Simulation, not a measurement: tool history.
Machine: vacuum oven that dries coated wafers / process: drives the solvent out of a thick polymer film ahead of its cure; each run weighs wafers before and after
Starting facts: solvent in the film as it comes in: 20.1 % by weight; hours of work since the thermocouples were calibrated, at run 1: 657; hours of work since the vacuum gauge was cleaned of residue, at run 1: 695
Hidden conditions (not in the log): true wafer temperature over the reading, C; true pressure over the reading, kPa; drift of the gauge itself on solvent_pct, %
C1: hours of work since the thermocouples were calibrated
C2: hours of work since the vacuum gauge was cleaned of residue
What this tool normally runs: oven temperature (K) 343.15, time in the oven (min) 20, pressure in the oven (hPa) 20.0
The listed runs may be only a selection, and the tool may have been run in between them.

{"run": 1, "hour": 0.0, "oven temperature (K)": 343.15, "time in the oven (min)": 20, "pressure in the oven (hPa)": 20.0, "C1": 657, "C2": 695, "solvent left in the film (%)": 1.396}
{"hour": 35.7, "done": "oven's thermocouples calibrated"}
{"run": 2, "hour": 48.4, "oven temperature (K)": 343.15, "time in the oven (min)": 20, "pressure in the oven (hPa)": 20.0, "C1": 8, "C2": 723, "solvent left in the film (%)": 1.48}
{"run": 3, "hour": 83.3, "oven temperature (K)": 343.15, "time in the oven (min)": 20, "pressure in the oven (hPa)": 20.0, "C1": 29, "C2": 745, "solvent left in the film (%)": 1.472}
{"run": 4, "hour": 128.1, "oven temperature (K)": 343.15, "time in the oven (min)": 20, "pressure in the oven (hPa)": 20.0, "C1": 57, "C2": 772, "solvent left in the film (%)": 1.475}
{"run": 5, "hour": 162.8, "oven temperature (K)": 343.15, "time in the oven (min)": 20, "pressure in the oven (hPa)": 20.0, "C1": 78, "C2": 794, "solvent left in the film (%)": 1.473}
{"run": 6, "hour": 205.1, "oven temperature (K)": 343.15, "time in the oven (min)": 28, "pressure in the oven (hPa)": 20.0, "C1": 105, "C2": 820, "solvent left in the film (%)": 1.117}
{"run": 7, "hour": 253.1, "oven temperature (K)": 343.15, "time in the oven (min)": 28, "pressure in the oven (hPa)": 20.0, "C1": 134, "C2": 850, "solvent left in the film (%)": 1.118}
{"run": 8, "hour": 299.3, "oven temperature (K)": 343.15, "time in the oven (min)": 22, "pressure in the oven (hPa)": 20.0, "C1": 163, "C2": 878, "solvent left in the film (%)": 1.321}
{"run": 9, "hour": 328.7, "oven temperature (K)": 343.15, "time in the oven (min)": 20, "pressure in the oven (hPa)": 20.0, "C1": 181, "C2": 896, "solvent left in the film (%)": 1.469}
{"run": 10, "hour": 371.8, "oven temperature (K)": 343.15, "time in the oven (min)": 20, "pressure in the oven (hPa)": 20.0, "C1": 207, "C2": 923, "solvent left in the film (%)": 1.462}
{"run": 11, "hour": 428.9, "oven temperature (K)": 343.15, "time in the oven (min)": 20, "pressure in the oven (hPa)": 20.0, "C1": 243, "C2": 958, "solvent left in the film (%)": 1.464}
{"run": 12, "hour": 470.9, "oven temperature (K)": 343.15, "time in the oven (min)": 20, "pressure in the oven (hPa)": 20.0, "C1": 269, "C2": 984, "solvent left in the film (%)": 1.452}
{"run": 13, "hour": 529.2, "oven temperature (K)": 343.15, "time in the oven (min)": 20, "pressure in the oven (hPa)": 20.0, "C1": 305, "C2": 1020, "solvent left in the film (%)": 1.453}
{"run": 14, "hour": 563.5, "oven temperature (K)": 346.15, "time in the oven (min)": 20, "pressure in the oven (hPa)": 20.0, "C1": 326, "C2": 1041, "solvent left in the film (%)": 1.07}
{"run": 15, "hour": 624.7, "oven temperature (K)": 343.15, "time in the oven (min)": 20, "pressure in the oven (hPa)": 77.3, "C1": 363, "C2": 1079, "solvent left in the film (%)": 3.949}
{"run": 16, "hour": 675.8, "oven temperature (K)": 343.15, "time in the oven (min)": 20, "pressure in the oven (hPa)": 79.0, "C1": 395, "C2": 1110, "solvent left in the film (%)": 4.011}
{"run": 17, "hour": 706.5, "oven temperature (K)": 343.15, "time in the oven (min)": 20, "pressure in the oven (hPa)": 79.0, "C1": 414, "C2": 1129, "solvent left in the film (%)": 4.01}

Expected results for the next run?
{"run": 18, "hour": 764.1, "oven temperature (K)": 343.15, "time in the oven (min)": 20, "pressure in the oven (hPa)": 79.0, "C1": 449, "C2": 1165, "solvent left in the film (%)": "?"}

{"run 18": {"solvent left in the film (%)": 3.999}}
Minus the tool's unlogged condition, the same run would have read solvent left in the film (%) 4.064.
